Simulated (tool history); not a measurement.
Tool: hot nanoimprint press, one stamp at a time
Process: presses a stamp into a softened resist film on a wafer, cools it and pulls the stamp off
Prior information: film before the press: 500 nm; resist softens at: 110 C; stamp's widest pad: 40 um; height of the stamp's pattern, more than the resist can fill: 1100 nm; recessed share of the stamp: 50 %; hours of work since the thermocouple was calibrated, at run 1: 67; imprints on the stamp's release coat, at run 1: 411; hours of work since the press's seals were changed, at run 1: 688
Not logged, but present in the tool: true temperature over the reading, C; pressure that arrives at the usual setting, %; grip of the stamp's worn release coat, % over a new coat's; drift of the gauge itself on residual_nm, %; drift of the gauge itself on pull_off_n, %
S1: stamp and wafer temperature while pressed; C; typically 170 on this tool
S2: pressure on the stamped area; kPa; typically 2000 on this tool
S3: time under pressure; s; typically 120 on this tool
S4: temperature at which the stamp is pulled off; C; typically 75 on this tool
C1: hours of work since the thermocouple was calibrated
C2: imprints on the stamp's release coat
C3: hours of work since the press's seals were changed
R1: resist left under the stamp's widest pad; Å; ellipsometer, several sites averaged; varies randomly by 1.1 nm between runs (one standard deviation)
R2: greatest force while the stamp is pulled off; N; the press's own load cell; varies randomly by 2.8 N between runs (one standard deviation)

{"run": 1, "hour": 0.0, "S1": 170, "S2": 2000, "S3": 120, "S4": 75, "C1": 67, "C2": 411, "C3": 688, "R1": 2145, "R2": 130}
{"run": 2, "hour": 37.2, "S1": 170, "S2": 2000, "S3": 120, "S4": 75, "C1": 94, "C2": 493, "C3": 715, "R1": 2151, "R2": 132}
{"run": 3, "hour": 70.8, "S1": 170, "S2": 2000, "S3": 120, "S4": 75, "C1": 119, "C2": 567, "C3": 740, "R1": 2172, "R2": 133}
{"run": 4, "hour": 117.0, "S1": 170, "S2": 2000, "S3": 120, "S4": 75, "C1": 153, "C2": 668, "C3": 774, "R1": 2155, "R2": 131}
{"run": 5, "hour": 137.5, "S1": 170, "S2": 2000, "S3": 120, "S4": 75, "C1": 168, "C2": 713, "C3": 789, "R1": 2122, "R2": 128}
{"run": 6, "hour": 168.2, "S1": 170, "S2": 2380, "S3": 120, "S4": 75, "C1": 190, "C2": 781, "C3": 811, "R1": 1941, "R2": 130}
{"run": 7, "hour": 211.6, "S1": 170, "S2": 2000, "S3": 73, "S4": 75, "C1": 222, "C2": 876, "C3": 843, "R1": 2530, "R2": 132}
{"hour": 221.9, "done": "press's hydraulic seals changed and the load cell set to zero"}
{"run": 8, "hour": 255.2, "S1": 177, "S2": 1590, "S3": 78, "S4": 75, "C1": 248, "C2": 954, "C3": 24, "R1": 2015, "R2": 126}
{"run": 9, "hour": 285.4, "S1": 168, "S2": 1740, "S3": 153, "S4": 77, "C1": 270, "C2": 1021, "C3": 46, "R1": 2423, "R2": 123}
{"run": 10, "hour": 310.9, "S1": 168, "S2": 2500, "S3": 153, "S4": 77, "C1": 289, "C2": 1077, "C3": 65, "R1": 1940, "R2": 127}
{"run": 11, "hour": 344.0, "S1": 168, "S2": 2500, "S3": 153, "S4": 77, "C1": 313, "C2": 1149, "C3": 89, "R1": 1947, "R2": 121}
{"run": 12, "hour": 383.9, "S1": 170, "S2": 2000, "S3": 120, "S4": 79, "C1": 342, "C2": 1237, "C3": 118, "R1": 2163, "R2": 115}

Predict each of these 5 candidate next runs independently; none follows another, all start after run 12:
{"hour": 402.9, "done": "plate thermocouple calibrated"}
{"run": "A", "hour": 432.2, "S1": 170, "S2": 2450, "S3": 148, "S4": 79, "C1": 21, "C2": 1337, "C3": 152, "R1": "?", "R2": "?"}
{"hour": 402.9, "done": "plate thermocouple calibrated"}
{"run": "B", "hour": 432.2, "S1": 170, "S2": 2000, "S3": 120, "S4": 82, "C1": 21, "C2": 1337, "C3": 152, "R1": "?", "R2": "?"}
{"hour": 402.9, "done": "plate thermocouple calibrated"}
{"run": "C", "hour": 432.2, "S1": 175, "S2": 2000, "S3": 120, "S4": 69, "C1": 21, "C2": 1337, "C3": 152, "R1": "?", "R2": "?"}
{"hour": 402.9, "done": "plate thermocouple calibrated"}
{"run": "D", "hour": 432.2, "S1": 170, "S2": 2910, "S3": 120, "S4": 79, "C1": 21, "C2": 1337, "C3": 152, "R1": "?", "R2": "?"}
{"hour": 402.9, "done": "plate thermocouple calibrated"}
{"run": "E", "hour": 432.2, "S1": 161, "S2": 2280, "S3": 221, "S4": 75, "C1": 21, "C2": 1337, "C3": 152, "R1": "?", "R2": "?"}

run=A R1=1805 R2=116
run=B R1=2184 R2=102
run=C R1=1698 R2=152
run=D R1=1736 R2=115
run=E R1=2680 R2=131
Without the tool's unlogged condition, the same runs would have read:
run=A R1=1776 R2=114
run=B R1=2148 R2=100
run=C R1=1670 R2=149
run=D R1=1707 R2=113
run=E R1=2636 R2=129
